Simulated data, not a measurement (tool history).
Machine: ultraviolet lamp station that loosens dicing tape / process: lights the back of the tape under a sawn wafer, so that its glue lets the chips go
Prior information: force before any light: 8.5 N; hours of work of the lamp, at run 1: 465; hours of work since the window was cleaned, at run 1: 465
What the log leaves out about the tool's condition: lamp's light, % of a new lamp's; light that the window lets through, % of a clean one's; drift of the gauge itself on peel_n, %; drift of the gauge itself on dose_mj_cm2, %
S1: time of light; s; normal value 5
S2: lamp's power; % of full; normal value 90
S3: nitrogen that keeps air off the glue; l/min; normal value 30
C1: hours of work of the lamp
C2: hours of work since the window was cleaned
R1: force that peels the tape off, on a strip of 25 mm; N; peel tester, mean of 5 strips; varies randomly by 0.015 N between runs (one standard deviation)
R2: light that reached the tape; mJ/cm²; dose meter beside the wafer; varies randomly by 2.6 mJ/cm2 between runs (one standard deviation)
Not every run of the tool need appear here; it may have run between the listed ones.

run   hour  S1   S2  S3   C1   C2     R1   R2
  1      0   5   90  30  465  465  1.338  237
  2   12.3   5   90  30  474  474  1.402  234
  3   37.5   5   90  30  492  492  1.361  232
  4   60.3   5   90  30  509  509  1.455  227
  5   75.4   5   90  30  520  520  1.454  230
  6  100.1   2   90  30  538  538  4.222   89
  7  120.7   2   90  30  553  553  4.201   85
  8  146.4   2   90  30  571  571  4.309   88
     159.6  -- window cleaned of glue's vapour
  9  159.6   2   90  30  580    0  4.516   82
 10  177.6   2   90  30  594   13  4.437   73
     190.1  -- lamp changed
 11  192.1   2   90  30    1   23  3.315  118
 12  216.7   2   90  30   19   41  3.332  114
 13  234.5   2   90  30   32   54  3.199  113
 14  252.4   2   90  30   45   67  3.308  113
 15  277.3   2   90  30   63   85  3.396  109
     288.4  -- window cleaned of glue's vapour, once more
 16  306.3   2   90  30   84   13  3.163  124
 17  328.6   5   90  30  100   29  0.816  304
 18  348.2   5   90  30  114   43  0.829  305
 19  378.1   5   90  30  136   65  0.885  301
 20  395.2   5   61  30  148   77  1.736  203
 21  413.4   5   61  30  161   91  1.763  199
 22  431.7   5   81  30  175  104  1.108  257
 23  452.3   8  100   9  190  119  0.774  507
 24  471.9   4   90  30  204  133  1.464  223
 25  490.6   4   90  30  217  147  1.496  222
 26  510.6   5   99  10  232  161  1.732  307
 27  538.2   8   69  19  252  181  0.983  336
 28  553.6  10   85  19  263  192  0.395  510
 29  579.8  10   85  19  282  211  0.416  507
 30  603.9  10   74  19  299  229  0.573  433
 31  626.4   5   75  54  316  245  1.062  214
 32  656.3   5   93  56  337  267   0.75  266
 33  680.8   5   93  56  355  284   0.74  259
 34  709.2   5   93  56  376  305  0.754  253
 35  723.8   5   90  18  386  316  1.755  247
 36  753.3   8   88  42  408  337  0.437  385
 37  775.8   9   65  30  424  353  0.818  310
 38  799.3   5   67  11  441  370  3.401  179
 39  817.4   5   67  11  454  383   3.33  171
 40  831.8   5   67  11  465  394  3.436  174

Alternative continuations, all from the tool just after run 40; predict every row:
  A  856.9   7   67  11  483  412   ?   ?
  B  856.9   2   94  11  483  412   ?   ?
  C  856.9   7  100  23  483  412   ?   ?
  D  856.9   5   99  30  483  412   ?   ?
  E  856.9   9   99  45  483  412   ?   ?

run     R1   R2
  A  2.399  236
  B  5.087   94
  C  0.775  359
  D  1.234  251
  E  0.279  451
The same runs, with their run-to-run variation unchanged, on a tool lacking any hidden condition would have given:
run     R1   R2
  A  1.382  346
  B  4.033  137
  C  0.343  524
  D  0.573  367
  E  0.174  659

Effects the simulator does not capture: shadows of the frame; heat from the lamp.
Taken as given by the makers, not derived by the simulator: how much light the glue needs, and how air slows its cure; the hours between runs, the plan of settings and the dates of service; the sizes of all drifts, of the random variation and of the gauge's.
